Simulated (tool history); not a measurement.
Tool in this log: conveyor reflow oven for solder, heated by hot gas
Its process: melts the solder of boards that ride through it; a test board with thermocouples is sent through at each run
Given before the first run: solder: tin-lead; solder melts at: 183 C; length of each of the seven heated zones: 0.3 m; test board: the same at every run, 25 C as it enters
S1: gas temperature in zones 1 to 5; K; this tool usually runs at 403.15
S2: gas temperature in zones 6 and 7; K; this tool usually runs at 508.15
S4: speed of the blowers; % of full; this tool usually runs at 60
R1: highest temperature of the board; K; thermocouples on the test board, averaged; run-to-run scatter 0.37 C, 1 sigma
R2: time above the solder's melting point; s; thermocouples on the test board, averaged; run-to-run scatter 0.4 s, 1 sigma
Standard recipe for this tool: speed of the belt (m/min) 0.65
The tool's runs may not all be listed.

Run 1, hour 0: usual settings. Result: R1 488.35 K, R2 38.4 s.
Run 2, hour 32.6: usual settings. Result: R1 488.75 K, R2 38.8 s.
Run 3, hour 56.8: usual settings. Result: R1 488.15 K, R2 37.9 s.
Run 4, hour 86.9: usual settings. Result: R1 488.05 K, R2 39 s.
Run 5, hour 106.8: usual settings. Result: R1 487.75 K, R2 37.8 s.
Run 6, hour 148.6: usual settings but S1 393.15 K. Result: R1 485.45 K, R2 34.5 s.
At hour 168.7: thermocouples of zones 6 and 7 changed.
Run 7, hour 177.9: usual settings but speed of the belt (m/min) 0.657, S4 81 % of full. Result: R1 491.95 K, R2 41.1 s.
Run 8, hour 225.8: usual settings but speed of the belt (m/min) 0.657, S4 81 % of full. Result: R1 491.75 K, R2 40.8 s.
At hour 238.5: flux residue cleaned out of gas plates and filters.
Run 9, hour 261.1: usual settings but S1 407.15 K, speed of the belt (m/min) 0.742, S4 88 % of full. Result: R1 492.65 K, R2 37.6 s.
Run 10, hour 283: usual settings but S1 417.15 K, speed of the belt (m/min) 0.742, S4 57 % of full. Result: R1 484.25 K, R2 33.6 s.
Run 11, hour 321.8: usual settings but S1 412.15 K, speed of the belt (m/min) 0.697. Result: R1 486.25 K, R2 37.8 s.
Run 12, hour 362.3: usual settings but S1 394.15 K, speed of the belt (m/min) 0.549. Result: R1 491.35 K, R2 46.3 s.

Alternative continuations, all from the tool just after run 12; predict every row:
Run A, hour 403.9: usual settings but S2 514.15 K. Result: R1 ?, R2 ?.
Run B, hour 403.9: usual settings but S1 414.15 K, S2 514.15 K, speed of the belt (m/min) 0.658. Result: R1 ?, R2 ?.
Run C, hour 403.9: usual settings but S2 496.15 K, speed of the belt (m/min) 0.768. Result: R1 ?, R2 ?.
Run D, hour 403.9: usual settings but S4 72 % of full. Result: R1 ?, R2 ?.

run      R1    R2
  A  491.35  40.7
  B  494.15  44.6
  C  470.35  19.2
  D  491.55  41.3
With the hidden condition removed and each run's random variation left untouched, the same runs would have given:
run      R1    R2
  A  490.75  39.1
  B  493.65    43
  C  469.85  18.1
  D  491.25  39.9
